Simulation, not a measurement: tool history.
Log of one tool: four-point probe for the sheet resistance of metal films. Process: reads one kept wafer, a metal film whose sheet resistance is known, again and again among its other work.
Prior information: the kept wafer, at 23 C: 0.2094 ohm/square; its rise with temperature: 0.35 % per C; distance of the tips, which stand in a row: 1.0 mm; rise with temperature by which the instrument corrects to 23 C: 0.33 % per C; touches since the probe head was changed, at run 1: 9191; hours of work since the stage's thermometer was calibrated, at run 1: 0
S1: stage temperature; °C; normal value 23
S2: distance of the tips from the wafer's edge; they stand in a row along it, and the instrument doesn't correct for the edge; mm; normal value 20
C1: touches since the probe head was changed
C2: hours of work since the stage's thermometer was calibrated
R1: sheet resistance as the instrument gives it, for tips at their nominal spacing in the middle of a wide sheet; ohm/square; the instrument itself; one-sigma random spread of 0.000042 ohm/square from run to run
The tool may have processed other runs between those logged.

run    hour  S1  S2     C1    C2        R1
  1     0.0  23  20   9191     0  0.209556
  2   123.0  23  20  12345    95  0.209412
  3   227.2  23  20  15016   175  0.209303
  4   286.3  23  20  16534   221  0.209160
  5   343.3  23   4  17995   265  0.215636
  6   415.1  23  20  19836   320  0.209057
  7   525.6  32  20  22669   405  0.209205
  8   615.4  23   5  24972   474  0.212866
  9   690.7  23   5  26902   533  0.212823
 10   749.8  23  20  28417   578  0.208646
 11   803.5  23  20  29794   619  0.208612
 12   891.8  23  20  32059   688  0.208515
 13   949.7  24  20  33544   732  0.208418
 14  1012.7  24  20  35161   781  0.208423
 15  1101.1  23  41  37427   849  0.208046
 16  1182.5  23  41  39513   912  0.208015
 17  1289.0  23  41  42246   994  0.207808
 18  1359.9  23  41  44064  1048  0.207772
 19  1433.3  23  20  45946  1105  0.207894
 20  1501.3  23   6  47689  1157  0.210599
 21  1628.6  23   6  50954  1256  0.210507
 22  1682.7  23  55  52342  1297  0.207424
 23  1797.3  23  55  55280  1386  0.207221
 24  1897.7  32  10  57855  1463  0.208452
 25  2000.7  22  35  60497  1543  0.207028
 26  2076.5  22  35  62439  1601  0.206949
 27  2179.9  22  35  65090  1681  0.206809
 28  2238.9  30  28  66605  1726  0.207063
 29  2293.8  30  28  68011  1768  0.207016
 30  2349.5  25  51  69440  1811  0.206703
 31  2444.5  25  51  71875  1885  0.206570
     2521.7  -- new probe head fitted
 32  2557.0  25  51    907  1971  0.209515
 33  2615.4  25  51   2403  2016  0.209410
 34  2700.1  22  20   4576  2081  0.209464
 35  2770.7  18  21   6385  2135  0.209267
 36  2854.5  25  14   8535  2200  0.209747
 37  2929.1  30  20  10448  2258  0.209487
 38  3057.0  21  19  13729  2356  0.209068
     3084.5  -- stage's thermometer calibrated
 39  3165.5  21  19  16498    62  0.209255
 40  3266.4  26  20  19084   140  0.209278
 41  3354.5  26  20  21343   208  0.209054
 42  3449.9  26  20  23791   282  0.209061
 43  3547.2  18   9  26284   357  0.209703
 44  3620.3  23   8  28161   413  0.210246
 45  3702.2  19  27  30260   476  0.208317
 46  3830.1  23  57  33540   575  0.208266

Below are 3 alternative next runs, each starting from the tool's condition after run 46. Predict each:
  A  3913.6  21   4  35682  639   ?
  B  3913.6  22  36  35682  639   ?
  C  3913.6  23   5  35682  639   ?

run        R1
  A  0.214820
  B  0.208253
  C  0.212448
Had the tool no hidden state, the same runs would have come out as:
run        R1
  A  0.216164
  B  0.209559
  C  0.213778

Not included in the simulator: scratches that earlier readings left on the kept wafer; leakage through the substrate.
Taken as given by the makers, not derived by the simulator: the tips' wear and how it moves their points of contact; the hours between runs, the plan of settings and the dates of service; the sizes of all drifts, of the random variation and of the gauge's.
